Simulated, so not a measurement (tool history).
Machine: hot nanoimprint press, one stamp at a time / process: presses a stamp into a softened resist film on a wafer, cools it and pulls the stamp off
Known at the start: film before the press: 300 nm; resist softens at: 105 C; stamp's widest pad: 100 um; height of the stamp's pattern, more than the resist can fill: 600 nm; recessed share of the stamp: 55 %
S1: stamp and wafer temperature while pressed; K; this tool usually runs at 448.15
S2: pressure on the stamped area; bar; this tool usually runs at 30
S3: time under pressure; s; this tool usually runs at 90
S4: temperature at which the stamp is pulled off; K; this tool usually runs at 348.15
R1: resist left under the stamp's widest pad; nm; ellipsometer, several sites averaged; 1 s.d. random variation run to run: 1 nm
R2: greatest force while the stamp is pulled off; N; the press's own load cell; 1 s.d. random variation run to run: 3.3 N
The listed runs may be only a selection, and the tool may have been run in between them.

run 1 hour=0 | S1=448.15 S2=30 S3=90 S4=348.15 | R1=175.1 R2=198
run 2 hour=32.3 | S1=448.15 S2=30 S3=90 S4=348.15 | R1=175.8 R2=206
-- hour=45.6 plate thermocouple calibrated
run 3 hour=73 | S1=448.15 S2=30 S3=90 S4=348.15 | R1=180.9 R2=216
run 4 hour=104.4 | S1=448.15 S2=30 S3=90 S4=348.15 | R1=179.7 R2=233
-- hour=129.6 stamp cleaned and given a new release coat
run 5 hour=140 | S1=439.15 S2=30 S3=90 S4=348.15 | R1=243.3 R2=149
run 6 hour=168.6 | S1=448.15 S2=30 S3=90 S4=348.15 | R1=181.8 R2=167
run 7 hour=201.1 | S1=448.15 S2=30 S3=90 S4=348.15 | R1=180.8 R2=184
run 8 hour=235.7 | S1=448.15 S2=30 S3=109 S4=348.15 | R1=175 R2=192
run 9 hour=298.9 | S1=448.15 S2=30 S3=109 S4=348.15 | R1=175.2 R2=206
run 10 hour=335 | S1=448.15 S2=30 S3=109 S4=348.15 | R1=174.2 R2=237
-- hour=364.5 stamp cleaned and given a new release coat
run 11 hour=394 | S1=448.15 S2=30 S3=109 S4=348.15 | R1=174.9 R2=166
run 12 hour=420.8 | S1=448.15 S2=30 S3=90 S4=348.15 | R1=186 R2=178
-- hour=434.4 plate thermocouple calibrated, once more
run 13 hour=487.7 | S1=448.15 S2=30 S3=90 S4=348.15 | R1=170.2 R2=189
run 14 hour=524.3 | S1=448.15 S2=30 S3=90 S4=348.15 | R1=172.2 R2=210
run 15 hour=590.2 | S1=448.15 S2=30 S3=90 S4=348.15 | R1=174.1 R2=229
-- hour=601.4 stamp cleaned and given a new release coat
run 16 hour=652.4 | S1=448.15 S2=30 S3=90 S4=348.15 | R1=174 R2=178
-- hour=667.7 press's hydraulic seals changed and the load cell set to zero
run 17 hour=721.4 | S1=448.15 S2=38.6 S3=142 S4=355.15 | R1=130.7 R2=189
run 18 hour=785.6 | S1=459.15 S2=45.2 S3=49 S4=348.15 | R1=108 R2=214
run 19 hour=820.7 | S1=459.15 S2=45.2 S3=124 S4=355.15 | R1=76.1 R2=218
-- hour=844.4 stamp cleaned and given a new release coat
run 20 hour=879.6 | S1=456.15 S2=45.2 S3=47 S4=355.15 | R1=128.8 R2=162
-- hour=930.1 plate thermocouple calibrated
run 21 hour=944.7 | S1=448.15 S2=20.9 S3=144 S4=348.15 | R1=166.2 R2=189
run 22 hour=989.7 | S1=448.15 S2=20.9 S3=144 S4=348.15 | R1=167.2 R2=206
run 23 hour=1049.4 | S1=441.15 S2=47.7 S3=131 S4=344.15 | R1=165.4 R2=235
-- hour=1085 stamp cleaned and given a new release coat
run 24 hour=1091.4 | S1=448.15 S2=30 S3=53 S4=349.15 | R1=196.6 R2=153
run 25 hour=1137.5 | S1=448.15 S2=30 S3=53 S4=349.15 | R1=196.9 R2=172
run 26 hour=1200.9 | S1=449.15 S2=47.5 S3=144 S4=343.15 | R1=112.3 R2=205
run 27 hour=1263.9 | S1=448.15 S2=36.4 S3=90 S4=345.15 | R1=158.3 R2=216
run 28 hour=1309.3 | S1=448.15 S2=36.4 S3=90 S4=345.15 | R1=157.8 R2=245

Some steps in R1, run to run, broken into two amounts with sign: the step expected even without the hidden condition (settings, incoming material, random variation), and the rest, left for the hidden condition together with whatever gauge scatter is not in both the measured and the hidden-condition-free result:
Hidden conditions of the tool in this case: true temperature over the reading, C; pressure that arrives at the usual setting, %; grip of the stamp's worn release coat, % over a new coat's; drift of the gauge itself on residual_nm, %; drift of the gauge itself on pull_off_n, %.
Run 4 -> 5: S1 448.15 -> 439.15, stamp cleaned and given a new release coat. R1 +63.6 nm: hidden state -0.9, all else +64.5.
Run 12 -> 13: plate thermocouple calibrated, once more. R1 -15.8 nm: hidden state -15.2, all else -0.6.
Run 20 -> 21: S1 456.15 -> 448.15, S2 45.2 -> 20.9, S3 47 -> 144, S4 355.15 -> 348.15, plate thermocouple calibrated. R1 +37.4 nm: hidden state -8.6, all else +46.
Run 25 -> 26: S1 448.15 -> 449.15, S2 30 -> 47.5, S3 53 -> 144, S4 349.15 -> 343.15. R1 -84.6 nm: hidden state +1.2, all else -85.8.
